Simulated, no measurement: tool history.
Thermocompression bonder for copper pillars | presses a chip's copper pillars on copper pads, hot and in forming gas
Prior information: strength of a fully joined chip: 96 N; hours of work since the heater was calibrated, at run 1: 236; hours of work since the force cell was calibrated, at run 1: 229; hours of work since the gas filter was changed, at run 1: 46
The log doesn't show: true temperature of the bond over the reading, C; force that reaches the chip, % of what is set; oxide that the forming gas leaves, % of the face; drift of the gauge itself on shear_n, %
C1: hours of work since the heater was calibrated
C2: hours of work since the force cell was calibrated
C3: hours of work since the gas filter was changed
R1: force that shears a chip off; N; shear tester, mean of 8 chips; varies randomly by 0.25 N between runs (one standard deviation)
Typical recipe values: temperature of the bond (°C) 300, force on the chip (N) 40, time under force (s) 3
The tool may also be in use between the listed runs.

{"run": 1, "hour": 0.0, "temperature of the bond (°C)": 300, "force on the chip (N)": 40, "time under force (s)": 3, "C1": 236, "C2": 229, "C3": 46, "R1": 51.1}
{"run": 2, "hour": 10.8, "temperature of the bond (°C)": 300, "force on the chip (N)": 40, "time under force (s)": 3, "C1": 243, "C2": 235, "C3": 52, "R1": 50.7}
{"run": 3, "hour": 19.1, "temperature of the bond (°C)": 300, "force on the chip (N)": 40, "time under force (s)": 3, "C1": 248, "C2": 240, "C3": 57, "R1": 50.2}
{"run": 4, "hour": 28.2, "temperature of the bond (°C)": 300, "force on the chip (N)": 40, "time under force (s)": 3, "C1": 253, "C2": 246, "C3": 63, "R1": 50.1}
{"run": 5, "hour": 34.3, "temperature of the bond (°C)": 300, "force on the chip (N)": 40, "time under force (s)": 3, "C1": 257, "C2": 249, "C3": 67, "R1": 50.4}
{"run": 6, "hour": 42.2, "temperature of the bond (°C)": 300, "force on the chip (N)": 40, "time under force (s)": 3, "C1": 261, "C2": 254, "C3": 71, "R1": 50.2}
{"run": 7, "hour": 54.6, "temperature of the bond (°C)": 311, "force on the chip (N)": 40, "time under force (s)": 3, "C1": 269, "C2": 262, "C3": 79, "R1": 56}
{"run": 8, "hour": 61.6, "temperature of the bond (°C)": 311, "force on the chip (N)": 40, "time under force (s)": 3, "C1": 273, "C2": 266, "C3": 83, "R1": 56.1}
{"run": 9, "hour": 72.1, "temperature of the bond (°C)": 300, "force on the chip (N)": 40, "time under force (s)": 3, "C1": 279, "C2": 272, "C3": 89, "R1": 50.2}
{"run": 10, "hour": 80.5, "temperature of the bond (°C)": 300, "force on the chip (N)": 40, "time under force (s)": 3, "C1": 285, "C2": 277, "C3": 94, "R1": 49.8}
{"run": 11, "hour": 88.3, "temperature of the bond (°C)": 300, "force on the chip (N)": 40, "time under force (s)": 3, "C1": 289, "C2": 282, "C3": 99, "R1": 49.5}
{"run": 12, "hour": 95.4, "temperature of the bond (°C)": 319, "force on the chip (N)": 40, "time under force (s)": 3, "C1": 293, "C2": 286, "C3": 103, "R1": 59.2}
{"run": 13, "hour": 103.3, "temperature of the bond (°C)": 300, "force on the chip (N)": 40, "time under force (s)": 9, "C1": 298, "C2": 291, "C3": 108, "R1": 67.5}
{"run": 14, "hour": 113.4, "temperature of the bond (°C)": 300, "force on the chip (N)": 40, "time under force (s)": 3, "C1": 304, "C2": 297, "C3": 114, "R1": 49.9}
{"run": 15, "hour": 119.6, "temperature of the bond (°C)": 300, "force on the chip (N)": 40, "time under force (s)": 3, "C1": 308, "C2": 301, "C3": 118, "R1": 49.3}
{"run": 16, "hour": 129.4, "temperature of the bond (°C)": 300, "force on the chip (N)": 40, "time under force (s)": 3, "C1": 314, "C2": 307, "C3": 124, "R1": 49}
{"run": 17, "hour": 137.8, "temperature of the bond (°C)": 300, "force on the chip (N)": 40, "time under force (s)": 6, "C1": 319, "C2": 312, "C3": 129, "R1": 60.4}
{"run": 18, "hour": 147.4, "temperature of the bond (°C)": 300, "force on the chip (N)": 40, "time under force (s)": 6, "C1": 325, "C2": 317, "C3": 135, "R1": 60.6}
{"run": 19, "hour": 158.6, "temperature of the bond (°C)": 300, "force on the chip (N)": 40, "time under force (s)": 6, "C1": 331, "C2": 324, "C3": 141, "R1": 59.4}
{"run": 20, "hour": 167.1, "temperature of the bond (°C)": 301, "force on the chip (N)": 37, "time under force (s)": 5, "C1": 337, "C2": 329, "C3": 146, "R1": 53.8}
{"run": 21, "hour": 178.7, "temperature of the bond (°C)": 320, "force on the chip (N)": 40, "time under force (s)": 9, "C1": 344, "C2": 336, "C3": 153, "R1": 75.7}
{"run": 22, "hour": 184.0, "temperature of the bond (°C)": 300, "force on the chip (N)": 30, "time under force (s)": 9, "C1": 347, "C2": 339, "C3": 157, "R1": 52.9}
{"hour": 194.1, "done": "forming gas filter changed"}
{"run": 23, "hour": 194.9, "temperature of the bond (°C)": 300, "force on the chip (N)": 25, "time under force (s)": 4, "C1": 353, "C2": 346, "C3": 0, "R1": 34.5}
{"run": 24, "hour": 200.6, "temperature of the bond (°C)": 322, "force on the chip (N)": 58, "time under force (s)": 3, "C1": 356, "C2": 349, "C3": 4, "R1": 80.4}
{"run": 25, "hour": 206.8, "temperature of the bond (°C)": 273, "force on the chip (N)": 31, "time under force (s)": 8, "C1": 360, "C2": 353, "C3": 8, "R1": 40.1}
{"run": 26, "hour": 213.3, "temperature of the bond (°C)": 273, "force on the chip (N)": 31, "time under force (s)": 8, "C1": 364, "C2": 357, "C3": 11, "R1": 40.2}
{"run": 27, "hour": 221.3, "temperature of the bond (°C)": 273, "force on the chip (N)": 31, "time under force (s)": 8, "C1": 369, "C2": 361, "C3": 16, "R1": 40.4}
{"run": 28, "hour": 228.0, "temperature of the bond (°C)": 278, "force on the chip (N)": 24, "time under force (s)": 4, "C1": 373, "C2": 365, "C3": 20, "R1": 24.3}
{"run": 29, "hour": 238.9, "temperature of the bond (°C)": 313, "force on the chip (N)": 52, "time under force (s)": 4, "C1": 379, "C2": 372, "C3": 27, "R1": 75}
{"run": 30, "hour": 246.1, "temperature of the bond (°C)": 310, "force on the chip (N)": 53, "time under force (s)": 3, "C1": 384, "C2": 376, "C3": 31, "R1": 70.3}
{"run": 31, "hour": 256.4, "temperature of the bond (°C)": 310, "force on the chip (N)": 53, "time under force (s)": 3, "C1": 390, "C2": 383, "C3": 37, "R1": 69.8}

5 ways to go on from here, each from the tool as it stands after run 31. What would each give?
{"run": "A", "hour": 266.2, "temperature of the bond (°C)": 300, "force on the chip (N)": 40, "time under force (s)": 5, "C1": 396, "C2": 388, "C3": 43, "R1": "?"}
{"run": "B", "hour": 266.2, "temperature of the bond (°C)": 325, "force on the chip (N)": 50, "time under force (s)": 7, "C1": 396, "C2": 388, "C3": 43, "R1": "?"}
{"run": "C", "hour": 266.2, "temperature of the bond (°C)": 310, "force on the chip (N)": 53, "time under force (s)": 7, "C1": 396, "C2": 388, "C3": 43, "R1": "?"}
{"run": "D", "hour": 266.2, "temperature of the bond (°C)": 288, "force on the chip (N)": 40, "time under force (s)": 3, "C1": 396, "C2": 388, "C3": 43, "R1": "?"}
{"run": "E", "hour": 266.2, "temperature of the bond (°C)": 295, "force on the chip (N)": 55, "time under force (s)": 7, "C1": 396, "C2": 388, "C3": 43, "R1": "?"}

run=A R1=59.4
run=B R1=85.5
run=C R1=82.4
run=D R1=44.3
run=E R1=76.7
Take away the tool's hidden state, keep each run's random variation, and the runs would have read:
run=A R1=60.4
run=B R1=86.9
run=C R1=83.7
run=D R1=45.2
run=E R1=78

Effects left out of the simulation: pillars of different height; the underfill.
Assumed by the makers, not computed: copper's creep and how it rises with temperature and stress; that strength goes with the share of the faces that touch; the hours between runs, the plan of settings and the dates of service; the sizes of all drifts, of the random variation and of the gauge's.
